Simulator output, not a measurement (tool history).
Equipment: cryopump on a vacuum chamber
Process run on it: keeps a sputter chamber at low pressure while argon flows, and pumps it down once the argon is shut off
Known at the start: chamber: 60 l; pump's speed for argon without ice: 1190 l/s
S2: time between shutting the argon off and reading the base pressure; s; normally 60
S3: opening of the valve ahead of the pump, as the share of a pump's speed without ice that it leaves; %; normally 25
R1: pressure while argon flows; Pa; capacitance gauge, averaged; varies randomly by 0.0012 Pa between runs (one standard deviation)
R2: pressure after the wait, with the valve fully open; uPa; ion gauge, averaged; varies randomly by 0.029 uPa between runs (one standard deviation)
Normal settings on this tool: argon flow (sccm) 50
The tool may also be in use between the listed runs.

{"run": 1, "hour": 0.0, "argon flow (sccm)": 50, "S2": 60, "S3": 25, "R1": 0.2963, "R2": 1.93}
{"run": 2, "hour": 18.8, "argon flow (sccm)": 50, "S2": 60, "S3": 25, "R1": 0.2945, "R2": 1.93}
{"run": 3, "hour": 51.4, "argon flow (sccm)": 50, "S2": 60, "S3": 25, "R1": 0.2969, "R2": 2.02}
{"run": 4, "hour": 72.4, "argon flow (sccm)": 23, "S2": 60, "S3": 25, "R1": 0.1374, "R2": 1.96}
{"run": 5, "hour": 109.9, "argon flow (sccm)": 23, "S2": 60, "S3": 25, "R1": 0.1362, "R2": 2.03}
{"run": 6, "hour": 144.5, "argon flow (sccm)": 23, "S2": 60, "S3": 25, "R1": 0.137, "R2": 1.99}
{"run": 7, "hour": 180.7, "argon flow (sccm)": 23, "S2": 60, "S3": 25, "R1": 0.137, "R2": 2.04}
{"run": 8, "hour": 223.4, "argon flow (sccm)": 23, "S2": 60, "S3": 25, "R1": 0.1392, "R2": 2.08}
{"run": 9, "hour": 256.4, "argon flow (sccm)": 23, "S2": 60, "S3": 25, "R1": 0.1376, "R2": 2.07}
{"run": 10, "hour": 277.2, "argon flow (sccm)": 50, "S2": 198, "S3": 25, "R1": 0.3003, "R2": 1.29}
{"run": 11, "hour": 302.6, "argon flow (sccm)": 50, "S2": 198, "S3": 25, "R1": 0.3025, "R2": 1.34}
{"run": 12, "hour": 338.5, "argon flow (sccm)": 50, "S2": 198, "S3": 25, "R1": 0.3008, "R2": 1.31}
{"run": 13, "hour": 363.8, "argon flow (sccm)": 22, "S2": 60, "S3": 25, "R1": 0.1331, "R2": 2.06}
{"run": 14, "hour": 383.7, "argon flow (sccm)": 22, "S2": 60, "S3": 25, "R1": 0.1338, "R2": 2.08}
{"run": 15, "hour": 406.1, "argon flow (sccm)": 22, "S2": 60, "S3": 25, "R1": 0.133, "R2": 2.11}
{"run": 16, "hour": 437.7, "argon flow (sccm)": 87, "S2": 60, "S3": 32, "R1": 0.4219, "R2": 2.1}
{"run": 17, "hour": 468.2, "argon flow (sccm)": 40, "S2": 284, "S3": 17, "R1": 0.3497, "R2": 1.26}
{"run": 18, "hour": 492.0, "argon flow (sccm)": 40, "S2": 284, "S3": 17, "R1": 0.3492, "R2": 1.2}
{"run": 19, "hour": 517.0, "argon flow (sccm)": 21, "S2": 34, "S3": 32, "R1": 0.1023, "R2": 3.05}
{"run": 20, "hour": 540.5, "argon flow (sccm)": 50, "S2": 49, "S3": 53, "R1": 0.1563, "R2": 2.42}
{"run": 21, "hour": 558.8, "argon flow (sccm)": 41, "S2": 27, "S3": 52, "R1": 0.131, "R2": 3.61}

Difference, measured minus no-hidden-state, one row per run. Run-to-run variation is common to both terms; the gauge's own scatter need not be:
The tool's hidden condition here consists of: pump's speed, % of a pump's without ice; cold plate's temperature, K; leak into the chamber, uPa l/s; drift of the gauge itself on working_pa, %; drift of the gauge itself on base_upa, %.
run=1 R1=+0.0121 R2=+0.55
run=2 R1=+0.0122 R2=+0.55
run=3 R1=+0.0130 R2=+0.60
run=4 R1=+0.0062 R2=+0.58
run=5 R1=+0.0064 R2=+0.60
run=6 R1=+0.0067 R2=+0.61
run=7 R1=+0.0069 R2=+0.63
run=8 R1=+0.0073 R2=+0.66
run=9 R1=+0.0076 R2=+0.65
run=10 R1=+0.0170 R2=+0.65
run=11 R1=+0.0175 R2=+0.70
run=12 R1=+0.0180 R2=+0.69
run=13 R1=+0.0082 R2=+0.68
run=14 R1=+0.0084 R2=+0.69
run=15 R1=+0.0085 R2=+0.71
run=16 R1=+0.0349 R2=+0.71
run=17 R1=+0.0165 R2=+0.75
run=18 R1=+0.0168 R2=+0.76
run=19 R1=+0.0091 R2=+0.77
run=20 R1=+0.0222 R2=+0.77
run=21 R1=+0.0185 R2=+0.78
